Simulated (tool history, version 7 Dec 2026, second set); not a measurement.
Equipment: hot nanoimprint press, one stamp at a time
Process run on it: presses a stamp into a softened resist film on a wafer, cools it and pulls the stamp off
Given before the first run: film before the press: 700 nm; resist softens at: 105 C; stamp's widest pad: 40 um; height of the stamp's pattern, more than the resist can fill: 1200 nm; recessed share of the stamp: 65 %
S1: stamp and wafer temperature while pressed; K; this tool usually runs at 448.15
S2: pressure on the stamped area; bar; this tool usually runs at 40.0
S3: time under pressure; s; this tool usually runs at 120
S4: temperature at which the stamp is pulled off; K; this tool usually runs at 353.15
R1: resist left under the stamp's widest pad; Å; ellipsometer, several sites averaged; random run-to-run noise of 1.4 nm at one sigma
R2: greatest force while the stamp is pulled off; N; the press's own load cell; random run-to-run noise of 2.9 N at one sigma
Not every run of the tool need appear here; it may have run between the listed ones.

{"run": 1, "day": 0.0, "S1": 448.15, "S2": 40.0, "S3": 120, "S4": 353.15, "R1": 3994, "R2": 135}
{"run": 2, "day": 1.983, "S1": 448.15, "S2": 40.0, "S3": 120, "S4": 353.15, "R1": 3984, "R2": 140}
{"run": 3, "day": 4.621, "S1": 448.15, "S2": 40.0, "S3": 120, "S4": 353.15, "R1": 3980, "R2": 138}
{"day": 7.704, "done": "press's hydraulic seals changed and the load cell set to zero"}
{"run": 4, "day": 8.458, "S1": 448.15, "S2": 40.0, "S3": 120, "S4": 353.15, "R1": 3982, "R2": 137}
{"run": 5, "day": 10.933, "S1": 448.15, "S2": 40.0, "S3": 138, "S4": 353.15, "R1": 3810, "R2": 137}
{"run": 6, "day": 12.838, "S1": 448.15, "S2": 45.1, "S3": 138, "S4": 353.15, "R1": 3620, "R2": 140}
{"day": 14.929, "done": "plate thermocouple calibrated"}
{"run": 7, "day": 15.046, "S1": 448.15, "S2": 40.0, "S3": 87, "S4": 353.15, "R1": 4392, "R2": 138}
{"run": 8, "day": 17.742, "S1": 448.15, "S2": 40.0, "S3": 87, "S4": 353.15, "R1": 4386, "R2": 139}
{"run": 9, "day": 20.267, "S1": 448.15, "S2": 27.6, "S3": 87, "S4": 353.15, "R1": 4986, "R2": 138}
{"day": 20.992, "done": "stamp cleaned and given a new release coat"}
{"run": 10, "day": 22.588, "S1": 448.15, "S2": 27.6, "S3": 87, "S4": 353.15, "R1": 4971, "R2": 138}
{"run": 11, "day": 25.417, "S1": 448.15, "S2": 27.6, "S3": 87, "S4": 353.15, "R1": 4998, "R2": 135}
{"run": 12, "day": 27.262, "S1": 456.15, "S2": 40.0, "S3": 120, "S4": 353.15, "R1": 3063, "R2": 136}
{"run": 13, "day": 29.438, "S1": 457.15, "S2": 40.0, "S3": 120, "S4": 353.15, "R1": 2963, "R2": 138}
{"day": 29.771, "done": "plate thermocouple calibrated"}
{"run": 14, "day": 32.15, "S1": 457.15, "S2": 40.0, "S3": 120, "S4": 353.15, "R1": 2965, "R2": 138}
{"run": 15, "day": 35.246, "S1": 454.15, "S2": 40.0, "S3": 120, "S4": 353.15, "R1": 3296, "R2": 138}
{"run": 16, "day": 37.471, "S1": 460.15, "S2": 40.0, "S3": 83, "S4": 349.15, "R1": 3078, "R2": 139}
{"run": 17, "day": 40.704, "S1": 448.15, "S2": 32.2, "S3": 149, "S4": 353.15, "R1": 4105, "R2": 146}
{"run": 18, "day": 43.975, "S1": 458.15, "S2": 40.0, "S3": 74, "S4": 353.15, "R1": 3443, "R2": 140}
{"day": 44.354, "done": "plate thermocouple calibrated"}
{"run": 19, "day": 45.729, "S1": 448.15, "S2": 36.2, "S3": 209, "S4": 353.15, "R1": 3485, "R2": 134}
{"run": 20, "day": 48.492, "S1": 448.15, "S2": 36.2, "S3": 153, "S4": 353.15, "R1": 3871, "R2": 137}
{"run": 21, "day": 51.088, "S1": 446.15, "S2": 25.3, "S3": 120, "S4": 343.15, "R1": 5032, "R2": 148}
{"run": 22, "day": 53.929, "S1": 442.15, "S2": 40.0, "S3": 118, "S4": 353.15, "R1": 4873, "R2": 140}
{"day": 56.125, "done": "stamp cleaned and given a new release coat"}
{"run": 23, "day": 57.121, "S1": 448.15, "S2": 40.0, "S3": 171, "S4": 353.15, "R1": 3573, "R2": 140}
{"day": 59.138, "done": "plate thermocouple calibrated"}
{"run": 24, "day": 59.525, "S1": 441.15, "S2": 45.2, "S3": 76, "S4": 349.15, "R1": 5375, "R2": 136}
{"run": 25, "day": 62.921, "S1": 441.15, "S2": 50.3, "S3": 101, "S4": 351.15, "R1": 4871, "R2": 138}
{"run": 26, "day": 65.208, "S1": 441.15, "S2": 50.3, "S3": 101, "S4": 351.15, "R1": 4880, "R2": 143}
{"run": 27, "day": 66.983, "S1": 441.15, "S2": 50.3, "S3": 101, "S4": 351.15, "R1": 4876, "R2": 138}
{"run": 28, "day": 69.138, "S1": 441.15, "S2": 50.6, "S3": 215, "S4": 360.15, "R1": 3917, "R2": 132}
{"run": 29, "day": 72.354, "S1": 460.15, "S2": 50.6, "S3": 139, "S4": 360.15, "R1": 2267, "R2": 128}

Results for each run, recomputed without the tool's hidden state and with each run's random variation untouched:
Hidden state at play: true temperature over the reading, C; pressure that arrives at the usual setting, %; grip of the stamp's worn release coat, % over a new coat's; drift of the gauge itself on residual_nm, %; drift of the gauge itself on pull_off_n, %.
run=1 R1=3993
run=2 R1=3980
run=3 R1=3972
run=4 R1=3971
run=5 R1=3796
run=6 R1=3604
run=7 R1=4372
run=8 R1=4362
run=9 R1=4954
run=10 R1=4936
run=11 R1=4958
run=12 R1=3037
run=13 R1=2934
run=14 R1=2935
run=15 R1=3260
run=16 R1=3042
run=17 R1=4052
run=18 R1=3395
run=19 R1=3436
run=20 R1=3813
run=21 R1=4952
run=22 R1=4791
run=23 R1=3509
run=24 R1=5277
run=25 R1=4777
run=26 R1=4782
run=27 R1=4775
run=28 R1=3832
run=29 R1=2215
R2: differs from the measured result by no more than 1 N in any run.
